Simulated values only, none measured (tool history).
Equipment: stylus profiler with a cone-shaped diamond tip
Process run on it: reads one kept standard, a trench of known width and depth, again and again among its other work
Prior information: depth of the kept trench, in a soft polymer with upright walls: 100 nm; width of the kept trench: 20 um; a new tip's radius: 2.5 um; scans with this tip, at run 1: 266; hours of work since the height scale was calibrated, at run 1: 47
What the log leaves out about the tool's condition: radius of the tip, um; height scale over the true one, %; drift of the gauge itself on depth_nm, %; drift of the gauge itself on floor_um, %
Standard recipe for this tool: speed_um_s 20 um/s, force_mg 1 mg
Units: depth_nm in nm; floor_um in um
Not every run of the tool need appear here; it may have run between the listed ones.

run	hour	speed_um_s	force_mg	scans with this tip	hours of work since the height scale was calibrated	depth_nm	floor_um
1	0	20	1	266	47	100.62	18.48
2	12.8	32	1	316	55	100.76	18.43
3	24.7	32	1	362	64	100.74	18.46
4	35.9	32	1	406	71	100.78	18.45
5	48.6	32	1	455	80	100.71	18.44
6	63.1	32	1	512	90	100.68	18.44
7	88.7	32	1	611	107	100.73	18.44
8	109.4	32	1	692	121	100.75	18.43
9	125	32	1	753	132	100.69	18.48
10	138.2	20	1	804	141	100.71	18.52
11	159.7	36	1	888	156	100.77	18.44
12	176.1	36	1	952	167	100.81	18.42
13	188.8	20	0.5	1001	176	100.47	18.43
14	208.4	20	0.5	1077	189	100.43	18.55
15	231.5	20	0.5	1167	205	100.48	18.49
16	243.6	20	0.5	1214	213	100.5	18.43
17	261.6	20	1	1284	225	100.68	18.54
18	278.9	20	1	1352	237	100.67	18.53
19	305.6	20	1	1455	255	100.71	18.45
20	326.6	20	1	1537	270	100.75	18.45
21	340.5	20	1	1591	279	100.63	18.51
22	362.7	20	0.7	1678	294	100.56	18.49
23	386.6	20	0.7	1770	310	100.52	18.47
24	406.8	29	0.67	1849	324	100.49	18.44
25	420.5	20	2.36	1903	334	101.11	18.55
26	444.5	20	2.36	1996	350	101.27	18.5
27	469.3	60	1	2092	367	100.64	18.35
28	480	7	0.62	2134	374	100.47	18.61
29	504.3	20	1.06	2229	391	100.62	18.49

Run 30, settings as shown, results not yet in. Your forecast:
30	516.1	7	1.06	2275	399	?	?

depth_nm: 100.7 nm
floor_um: 18.57 um
Minus the tool's unlogged condition, the same run would have read depth_nm 100.7 nm, floor_um 18.57 um.
